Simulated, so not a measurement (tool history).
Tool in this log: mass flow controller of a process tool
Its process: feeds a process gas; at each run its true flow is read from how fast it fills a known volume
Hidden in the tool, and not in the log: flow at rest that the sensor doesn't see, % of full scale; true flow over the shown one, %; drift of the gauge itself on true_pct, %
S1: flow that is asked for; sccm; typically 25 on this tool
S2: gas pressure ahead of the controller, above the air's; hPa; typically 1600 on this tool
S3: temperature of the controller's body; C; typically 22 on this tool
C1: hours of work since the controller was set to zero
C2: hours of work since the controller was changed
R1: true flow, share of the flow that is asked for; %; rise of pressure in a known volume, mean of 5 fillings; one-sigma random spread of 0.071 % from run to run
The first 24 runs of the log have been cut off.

Run 25, hour 1320.2: usual settings but S2 1590 hPa, S3 21 C; C1 963; C2 963. Result: R1 99.16 %.
Run 26, hour 1358.7: usual settings but S2 1590 hPa, S3 21 C; C1 979; C2 979. Result: R1 99.18 %.
Run 27, hour 1397.3: usual settings but S2 1590 hPa, S3 21 C; C1 996; C2 996. Result: R1 99.27 %.
Run 28, hour 1463: usual settings but S1 12 sccm, S2 2690 hPa, S3 26 C; C1 1024; C2 1024. Result: R1 99.56 %.
Run 29, hour 1497.7: usual settings but S1 12 sccm, S2 2690 hPa, S3 26 C; C1 1038; C2 1038. Result: R1 99.47 %.
Run 30, hour 1536.9: usual settings but S1 33 sccm, S2 2000 hPa, S3 26 C; C1 1055; C2 1055. Result: R1 99.65 %.
Run 31, hour 1600.7: usual settings but S1 6 sccm, S2 2400 hPa, S3 32 C; C1 1083; C2 1083. Result: R1 100.57 %.
Run 32, hour 1657.7: usual settings but S1 6 sccm, S2 1700 hPa, S3 32 C; C1 1107; C2 1107. Result: R1 100.74 %.

The next listed run, before its measurement:
Run 33, hour 1721.2: usual settings but S1 6 sccm, S2 1700 hPa, S3 32 C; C1 1134; C2 1134. Result: R1 ?.

{"run 33": {"R1": 100.78}}
Take away the tool's hidden state, keep the run-to-run variation as it was, and the same run would have given R1 100.32 %.

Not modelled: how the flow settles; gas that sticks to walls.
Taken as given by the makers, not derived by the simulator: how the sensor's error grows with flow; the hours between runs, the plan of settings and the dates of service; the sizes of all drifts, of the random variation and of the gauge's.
